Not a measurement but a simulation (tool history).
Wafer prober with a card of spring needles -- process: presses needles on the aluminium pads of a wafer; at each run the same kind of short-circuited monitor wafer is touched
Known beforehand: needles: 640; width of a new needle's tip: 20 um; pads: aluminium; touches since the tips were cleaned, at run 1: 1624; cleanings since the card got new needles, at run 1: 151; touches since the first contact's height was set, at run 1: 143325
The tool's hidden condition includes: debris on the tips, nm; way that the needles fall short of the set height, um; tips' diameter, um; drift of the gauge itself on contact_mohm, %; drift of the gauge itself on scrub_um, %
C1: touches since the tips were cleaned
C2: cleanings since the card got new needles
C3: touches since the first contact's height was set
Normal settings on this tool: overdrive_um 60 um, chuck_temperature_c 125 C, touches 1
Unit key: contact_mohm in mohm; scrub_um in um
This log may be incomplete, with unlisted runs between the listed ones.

run 1 hour=0.0 | overdrive_um=60 chuck_temperature_c=125 touches=1 | C1=1624 C2=151 C3=143325 | contact_mohm=238 scrub_um=10.69
-- hour=6.1 tips cleaned on abrasive film
-- hour=12.5 height of the first contact set anew
-- hour=16.6 tips cleaned on abrasive film
-- hour=26.7 tips cleaned on abrasive film
-- hour=34.9 tips cleaned on abrasive film
-- hour=45.0 tips cleaned on abrasive film
run 2 hour=48.1 | overdrive_um=60 chuck_temperature_c=125 touches=1 | C1=1254 C2=156 C3=14360 | contact_mohm=229 scrub_um=11.14
-- hour=54.2 tips cleaned on abrasive film
-- hour=64.4 tips cleaned on abrasive film
-- hour=74.5 tips cleaned on abrasive film
-- hour=84.7 tips cleaned on abrasive film
-- hour=94.3 tips cleaned on abrasive film
run 3 hour=94.3 | overdrive_um=60 chuck_temperature_c=125 touches=1 | C1=0 C2=161 C3=32996 | contact_mohm=216 scrub_um=10.88
-- hour=102.5 tips cleaned on abrasive film
-- hour=112.6 tips cleaned on abrasive film
-- hour=121.2 tips cleaned on abrasive film
run 4 hour=121.2 | overdrive_um=60 chuck_temperature_c=125 touches=1 | C1=0 C2=164 C3=43838 | contact_mohm=218 scrub_um=11.11
-- hour=131.4 tips cleaned on abrasive film
-- hour=141.5 tips cleaned on abrasive film
-- hour=151.7 tips cleaned on abrasive film
-- hour=159.8 tips cleaned on abrasive film
-- hour=170.0 tips cleaned on abrasive film
-- hour=182.0 card fitted with new needles
run 5 hour=185.6 | overdrive_um=42 chuck_temperature_c=125 touches=1 | C1=1468 C2=0 C3=1468 | contact_mohm=246 scrub_um=7.66
-- hour=191.7 tips cleaned on abrasive film
-- hour=201.8 tips cleaned on abrasive film
-- hour=212.0 tips cleaned on abrasive film
-- hour=222.1 tips cleaned on abrasive film
-- hour=231.3 tips cleaned on abrasive film
run 6 hour=231.3 | overdrive_um=60 chuck_temperature_c=125 touches=2 | C1=0 C2=5 C3=19906 | contact_mohm=213 scrub_um=11.04
-- hour=241.5 tips cleaned on abrasive film
-- hour=249.6 tips cleaned on abrasive film
-- hour=259.8 tips cleaned on abrasive film
run 7 hour=265.0 | overdrive_um=60 chuck_temperature_c=125 touches=2 | C1=2137 C2=8 C3=33509 | contact_mohm=224 scrub_um=11.05
-- hour=269.1 tips cleaned on abrasive film
-- hour=279.3 tips cleaned on abrasive film
-- hour=289.4 tips cleaned on abrasive film
run 8 hour=296.0 | overdrive_um=60 chuck_temperature_c=125 touches=3 | C1=2674 C2=11 C3=46011 | contact_mohm=219 scrub_um=10.96
-- hour=298.1 tips cleaned on abrasive film
-- hour=306.2 tips cleaned on abrasive film
-- hour=314.4 tips cleaned on abrasive film
-- hour=324.5 tips cleaned on abrasive film
-- hour=334.7 tips cleaned on abrasive film
run 9 hour=336.6 | overdrive_um=60 chuck_temperature_c=125 touches=1 | C1=779 C2=16 C3=62352 | contact_mohm=221 scrub_um=10.96
-- hour=344.7 tips cleaned on abrasive film
-- hour=352.9 tips cleaned on abrasive film
-- hour=361.0 tips cleaned on abrasive film
run 10 hour=366.8 | overdrive_um=60 chuck_temperature_c=125 touches=1 | C1=2358 C2=19 C3=74539 | contact_mohm=239 scrub_um=10.85
-- hour=370.9 tips cleaned on abrasive film
-- hour=379.0 tips cleaned on abrasive film
-- hour=389.2 tips cleaned on abrasive film
-- hour=397.3 tips cleaned on abrasive film
-- hour=407.5 tips cleaned on abrasive film
run 11 hour=413.4 | overdrive_um=60 chuck_temperature_c=64 touches=1 | C1=2404 C2=24 C3=93325 | contact_mohm=230 scrub_um=10.75
-- hour=417.5 tips cleaned on abrasive film
-- hour=427.7 tips cleaned on abrasive film
-- hour=437.8 tips cleaned on abrasive film
-- hour=445.9 tips cleaned on abrasive film
-- hour=456.1 tips cleaned on abrasive film
-- hour=466.2 tips cleaned on abrasive film
run 12 hour=470.8 | overdrive_um=60 chuck_temperature_c=64 touches=1 | C1=1864 C2=30 C3=116485 | contact_mohm=225 scrub_um=10.75
-- hour=474.9 tips cleaned on abrasive film
-- hour=483.1 tips cleaned on abrasive film
-- hour=493.2 tips cleaned on abrasive film
-- hour=503.4 tips cleaned on abrasive film
-- hour=513.5 tips cleaned on abrasive film
run 13 hour=517.0 | overdrive_um=60 chuck_temperature_c=64 touches=1 | C1=1422 C2=35 C3=135108 | contact_mohm=222 scrub_um=10.78
-- hour=523.1 tips cleaned on abrasive film
-- hour=533.3 tips cleaned on abrasive film
-- hour=543.4 tips cleaned on abrasive film
run 14 hour=548.3 | overdrive_um=42 chuck_temperature_c=64 touches=1 | C1=1970 C2=38 C3=147726 | contact_mohm=265 scrub_um=7.45
-- hour=550.6 height of the first contact set anew
-- hour=552.7 tips cleaned on abrasive film
-- hour=560.8 tips cleaned on abrasive film
-- hour=571.0 tips cleaned on abrasive film
-- hour=581.1 tips cleaned on abrasive film
run 15 hour=584.3 | overdrive_um=46 chuck_temperature_c=125 touches=1 | C1=1308 C2=42 C3=13594 | contact_mohm=244 scrub_um=8.61
-- hour=590.5 tips cleaned on abrasive film
-- hour=600.6 tips cleaned on abrasive film
-- hour=610.8 tips cleaned on abrasive film
-- hour=620.9 tips cleaned on abrasive film
-- hour=631.1 tips cleaned on abrasive film
run 16 hour=634.0 | overdrive_um=46 chuck_temperature_c=125 touches=1 | C1=1186 C2=47 C3=33619 | contact_mohm=243 scrub_um=8.43
-- hour=640.1 tips cleaned on abrasive film
-- hour=650.3 tips cleaned on abrasive film
-- hour=658.4 tips cleaned on abrasive film
run 17 hour=661.2 | overdrive_um=51 chuck_temperature_c=125 touches=1 | C1=1142 C2=50 C3=44590 | contact_mohm=243 scrub_um=9.31
-- hour=667.3 tips cleaned on abrasive film
-- hour=677.5 tips cleaned on abrasive film
-- hour=687.6 tips cleaned on abrasive film
run 18 hour=688.5 | overdrive_um=51 chuck_temperature_c=125 touches=1 | C1=337 C2=53 C3=55574 | contact_mohm=224 scrub_um=9.23
-- hour=696.6 tips cleaned on abrasive film
-- hour=706.8 tips cleaned on abrasive film
-- hour=716.9 tips cleaned on abrasive film
run 19 hour=719.5 | overdrive_um=51 chuck_temperature_c=108 touches=2 | C1=1071 C2=56 C3=68111 | contact_mohm=220 scrub_um=9.29
-- hour=725.7 tips cleaned on abrasive film
-- hour=735.8 tips cleaned on abrasive film
-- hour=746.0 tips cleaned on abrasive film
-- hour=756.1 tips cleaned on abrasive film
run 20 hour=762.2 | overdrive_um=60 chuck_temperature_c=119 touches=2 | C1=2495 C2=60 C3=85348 | contact_mohm=227 scrub_um=10.76
-- hour=764.4 tips cleaned on abrasive film
-- hour=774.5 tips cleaned on abrasive film
-- hour=784.7 tips cleaned on abrasive film
-- hour=794.8 tips cleaned on abrasive film
run 21 hour=802.3 | overdrive_um=68 chuck_temperature_c=104 touches=1 | C1=3044 C2=64 C3=101505 | contact_mohm=235 scrub_um=12.27
-- hour=804.4 tips cleaned on abrasive film
-- hour=812.5 tips cleaned on abrasive film
-- hour=822.7 tips cleaned on abrasive film
-- hour=832.8 tips cleaned on abrasive film
-- hour=843.0 tips cleaned on abrasive film
-- hour=853.1 tips cleaned on abrasive film
-- hour=863.3 tips cleaned on abrasive film
run 22 hour=864.5 | overdrive_um=41 chuck_temperature_c=125 touches=1 | C1=491 C2=71 C3=126568 | contact_mohm=246 scrub_um=7.17
-- hour=872.6 tips cleaned on abrasive film
-- hour=882.8 tips cleaned on abrasive film
-- hour=892.9 tips cleaned on abrasive film
-- hour=903.1 tips cleaned on abrasive film
-- hour=913.2 tips cleaned on abrasive film
-- hour=917.5 height of the first contact set anew
run 23 hour=920.9 | overdrive_um=41 chuck_temperature_c=125 touches=1 | C1=3024 C2=76 C3=1386 | contact_mohm=286 scrub_um=7.59
-- hour=923.1 tips cleaned on abrasive film
-- hour=931.2 tips cleaned on abrasive film
-- hour=941.3 tips cleaned on abrasive film
-- hour=951.5 tips cleaned on abrasive film
-- hour=959.6 tips cleaned on abrasive film
-- hour=969.8 tips cleaned on abrasive film
run 24 hour=972.9 | overdrive_um=56 chuck_temperature_c=50 touches=1 | C1=1255 C2=82 C3=22300 | contact_mohm=217 scrub_um=10.33

Alternative continuations, all from the tool just after run 24; predict every row:
-- hour=979.0 tips cleaned on abrasive film
-- hour=987.1 tips cleaned on abrasive film
-- hour=995.3 tips cleaned on abrasive film
-- hour=1005.4 tips cleaned on abrasive film
run A hour=1008.3 | overdrive_um=68 chuck_temperature_c=50 touches=3 | C1=1176 C2=86 C3=36581 | contact_mohm=? scrub_um=?
-- hour=979.0 tips cleaned on abrasive film
-- hour=987.1 tips cleaned on abrasive film
-- hour=995.3 tips cleaned on abrasive film
-- hour=1005.4 tips cleaned on abrasive film
run B hour=1008.3 | overdrive_um=55 chuck_temperature_c=82 touches=3 | C1=1176 C2=86 C3=36581 | contact_mohm=? scrub_um=?
-- hour=979.0 tips cleaned on abrasive film
-- hour=987.1 tips cleaned on abrasive film
-- hour=995.3 tips cleaned on abrasive film
-- hour=1005.4 tips cleaned on abrasive film
run C hour=1008.3 | overdrive_um=40 chuck_temperature_c=50 touches=1 | C1=1176 C2=86 C3=36581 | contact_mohm=? scrub_um=?

run=A contact_mohm=194 scrub_um=12.56
run=B contact_mohm=212 scrub_um=10.12
run=C contact_mohm=257 scrub_um=7.34
Had the tool no hidden state, the same runs would have come out as:
run=A contact_mohm=186 scrub_um=12.69
run=B contact_mohm=201 scrub_um=10.25
run=C contact_mohm=204 scrub_um=7.46

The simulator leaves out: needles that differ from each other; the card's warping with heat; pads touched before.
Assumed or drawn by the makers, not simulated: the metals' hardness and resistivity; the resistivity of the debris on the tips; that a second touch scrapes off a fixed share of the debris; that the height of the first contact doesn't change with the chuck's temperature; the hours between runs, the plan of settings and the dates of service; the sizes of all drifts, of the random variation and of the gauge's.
